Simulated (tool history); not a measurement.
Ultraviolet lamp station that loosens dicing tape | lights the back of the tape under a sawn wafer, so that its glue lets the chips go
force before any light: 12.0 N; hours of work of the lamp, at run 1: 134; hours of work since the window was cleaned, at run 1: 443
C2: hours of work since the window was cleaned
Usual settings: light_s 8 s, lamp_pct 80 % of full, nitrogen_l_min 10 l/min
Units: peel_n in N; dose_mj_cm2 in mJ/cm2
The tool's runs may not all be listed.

Run 1, hour 0: usual settings; hours of work of the lamp 134; C2 443. Result: peel_n 0.689 N, dose_mj_cm2 394 mJ/cm2.
At hour 43.4: window cleaned of glue's vapour.
Run 2, hour 43.8: usual settings; hours of work of the lamp 153; C2 0. Result: peel_n 0.789 N, dose_mj_cm2 367 mJ/cm2.
Run 3, hour 91: usual settings; hours of work of the lamp 174; C2 21. Result: peel_n 0.797 N, dose_mj_cm2 368 mJ/cm2.
Run 4, hour 126.4: usual settings; hours of work of the lamp 190; C2 37. Result: peel_n 0.805 N, dose_mj_cm2 358 mJ/cm2.
Run 5, hour 170.2: usual settings; hours of work of the lamp 210; C2 56. Result: peel_n 0.851 N, dose_mj_cm2 362 mJ/cm2.
Run 6, hour 204.3: usual settings; hours of work of the lamp 225; C2 72. Result: peel_n 0.828 N, dose_mj_cm2 359 mJ/cm2.
Run 7, hour 230.9: usual settings; hours of work of the lamp 237; C2 83. Result: peel_n 0.84 N, dose_mj_cm2 358 mJ/cm2.
Run 8, hour 274.3: usual settings but lamp_pct 82 % of full, nitrogen_l_min 4 l/min; hours of work of the lamp 256; C2 103. Result: peel_n 1.87 N, dose_mj_cm2 360 mJ/cm2.
Run 9, hour 317.9: usual settings but light_s 15 s, lamp_pct 89 % of full, nitrogen_l_min 19 l/min; hours of work of the lamp 275; C2 122. Result: peel_n 0.143 N, dose_mj_cm2 734 mJ/cm2.
Run 10, hour 345.5: usual settings but light_s 11 s, lamp_pct 94 % of full, nitrogen_l_min 7 l/min; hours of work of the lamp 288; C2 134. Result: peel_n 0.403 N, dose_mj_cm2 560 mJ/cm2.
At hour 354.3: window cleaned of glue's vapour, once more.
Run 11, hour 368.7: usual settings but lamp_pct 77 % of full, nitrogen_l_min 7 l/min; hours of work of the lamp 298; C2 6. Result: peel_n 0.96 N, dose_mj_cm2 394 mJ/cm2.
Run 12, hour 402.7: usual settings but lamp_pct 90 % of full, nitrogen_l_min 7 l/min; hours of work of the lamp 313; C2 22. Result: peel_n 0.668 N, dose_mj_cm2 463 mJ/cm2.

3 ways to go on from here, each from the tool as it stands after run 12. What would each give?
Run A, hour 456.5: usual settings but light_s 5 s, lamp_pct 67 % of full; hours of work of the lamp 337; C2 45. Result: peel_n ?, dose_mj_cm2 ?.
Run B, hour 456.5: usual settings but light_s 4 s, lamp_pct 90 % of full, nitrogen_l_min 7 l/min; hours of work of the lamp 337; C2 45. Result: peel_n ?, dose_mj_cm2 ?.
Run C, hour 456.5: usual settings but lamp_pct 62 % of full; hours of work of the lamp 337; C2 45. Result: peel_n ?, dose_mj_cm2 ?.

run  peel_n  dose_mj_cm2
  A   2.401          212
  B   2.631          227
  C    1.15          314
Without the tool's hidden state the same runs would have given:
run  peel_n  dose_mj_cm2
  A   2.095          230
  B   2.318          247
  C   0.955          341

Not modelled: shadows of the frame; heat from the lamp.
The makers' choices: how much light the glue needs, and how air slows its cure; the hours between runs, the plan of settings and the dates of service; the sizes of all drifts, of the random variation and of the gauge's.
